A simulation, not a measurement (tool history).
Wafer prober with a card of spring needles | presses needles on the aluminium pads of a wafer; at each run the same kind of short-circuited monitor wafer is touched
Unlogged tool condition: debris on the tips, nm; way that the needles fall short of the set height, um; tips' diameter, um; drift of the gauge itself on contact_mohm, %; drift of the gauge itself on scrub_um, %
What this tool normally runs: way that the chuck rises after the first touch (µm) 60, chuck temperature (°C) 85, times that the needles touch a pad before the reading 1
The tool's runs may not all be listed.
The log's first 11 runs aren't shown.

run,hour,way that the chuck rises after the first touch (µm),chuck temperature (°C),times that the needles touch a pad before the reading,touches since the tips were cleaned,cleanings since the card got new needles,touches since the first contact's height was set,resistance of one needle with its contact and lead (mohm),way that a needle slides on the pad (µm)
# hour 80.3: tips cleaned on abrasive film
12,83.9,60,85,1,1364,52,17956,236,9.83
# hour 87.2: tips cleaned on abrasive film
13,89.8,60,85,1,988,53,20167,237,9.84
# hour 94.1: tips cleaned on abrasive film
14,96.3,60,85,1,831,54,22576,239,9.99
# hour 101.4: tips cleaned on abrasive film
15,101.4,60,85,1,4,55,24496,233,9.89
# hour 108.2: tips cleaned on abrasive film
16,109.6,60,85,1,551,56,27552,232,9.83
17,114.4,60,85,1,2351,56,29352,233,9.91
# hour 115.4: tips cleaned on abrasive film
# hour 117: gauge calibrated
18,120.7,80,84,1,1995,57,31690,235,13.48
# hour 122.1: tips cleaned on abrasive film
19,126.7,60,85,1,1744,58,33957,238,10.03
# hour 129.3: tips cleaned on abrasive film
20,134,49,89,1,1790,59,36682,241,8.26
# hour 136.4: tips cleaned on abrasive film
21,142,67,34,1,2106,60,39643,223,11.19
# hour 143.3: tips cleaned on abrasive film
22,148,67,34,1,1752,61,41882,222,11.12
# hour 150.4: tips cleaned on abrasive film
23,153.9,40,90,1,1309,62,44082,242,6.75
# hour 157.6: tips cleaned on abrasive film
24,158.5,40,90,1,316,63,45774,243,6.69
# hour 164.8: tips cleaned on abrasive film
25,166.3,40,53,2,577,64,48699,234,6.63
26,170.8,72,55,2,2295,64,50417,230,11.92
# hour 172.1: tips cleaned on abrasive film
27,174.8,72,55,2,1027,65,51897,227,11.94
# hour 179.2: tips cleaned on abrasive film
28,183.1,72,36,2,1476,66,54972,223,11.87
# hour 186.2: tips cleaned on abrasive film
29,188.9,54,78,1,1022,67,57151,235,8.94
# hour 193.1: tips cleaned on abrasive film
30,194.3,58,96,2,476,68,59165,242,9.56
31,199.4,77,52,2,2399,68,61088,227,12.65

Forecast run 32:
# hour 200: tips cleaned on abrasive film
# hour 207: tips cleaned on abrasive film
32,207.3,41,39,2,114,70,64005,?,?

{"run 32": {"resistance of one needle with its contact and lead (mohm)": 226, "way that a needle slides on the pad (µm)": 6.77}}
With the hidden condition absent and the run-to-run variation left alone, this run would have shown resistance of one needle with its contact and lead (mohm) 226, way that a needle slides on the pad (µm) 6.93.
